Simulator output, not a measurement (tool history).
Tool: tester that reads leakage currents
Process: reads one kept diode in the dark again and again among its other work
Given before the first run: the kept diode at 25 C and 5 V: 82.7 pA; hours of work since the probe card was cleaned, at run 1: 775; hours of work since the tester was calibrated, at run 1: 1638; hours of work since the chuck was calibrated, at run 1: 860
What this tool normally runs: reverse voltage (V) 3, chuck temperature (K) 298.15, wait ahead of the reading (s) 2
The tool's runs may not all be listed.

run,hour,reverse voltage (V),chuck temperature (K),wait ahead of the reading (s),hours of work since the probe card was cleaned,hours of work since the tester was calibrated,hours of work since the chuck was calibrated,current that the tester gives (pA)
1,0,3,298.15,2,775,1638,860,68.34
2,36.5,3,322.15,2,795,1658,880,517.81
3,70.5,3,322.15,2,813,1676,898,516.03
4,104.9,3,298.15,2,832,1695,917,68.08
5,138.3,3,298.15,2,850,1713,935,67.87
6,164.7,4.12,298.15,2,864,1728,949,77.81
7,182.2,4.12,298.15,2,874,1737,959,77.54
8,213.8,13.24,298.15,2,891,1754,976,124.3
9,235.1,13.24,298.15,2,902,1766,988,124.73
10,272.3,13.24,298.15,2,923,1786,1008,124.99
11,302.1,13.24,301.15,2,939,1802,1024,162.83
12,322.5,3,297.15,2,950,1813,1035,61.99
13,356.6,3,297.15,2,968,1832,1054,61.83
14,374.8,3,297.15,4.03,978,1842,1064,61.75
15,396.1,3,298.15,2,990,1853,1075,68.23
16,433.2,3.56,330.15,5.15,1010,1873,1095,1016.07
17,467.6,11.17,304.15,5.15,1029,1892,1114,196.79
18,501.4,11.17,304.15,5.15,1047,1911,1132,195.99
19,537.5,1.94,301.15,2.25,1067,1930,1152,74.9
20,554.6,1.94,301.15,2.25,1076,1939,1161,74.91
21,573.8,5.08,301.15,1.01,1086,1950,1172,110.77
22,589.5,5.08,301.15,1.01,1095,1958,1180,111.28
23,621.2,1.15,310.15,3.47,1112,1976,1197,133.41
24,657.9,1.15,310.15,3.47,1132,1996,1217,132.84
25,687.5,1.85,294.15,1.3,1148,2012,1233,39.13
26,721.6,16.81,294.15,2,1167,2030,1252,96.01
27,754,4.04,296.15,1.37,1184,2048,1269,64.17
28,786.4,4.04,296.15,1.37,1202,2065,1287,64.44

The next listed run, before its measurement:
29,808.6,17.31,308.15,1.37,1214,2077,1299,?

{"run 29": {"current that the tester gives (pA)": 333.82}}
Had the tool carried no hidden state, the very same run would have given current that the tester gives (pA) 333.81.
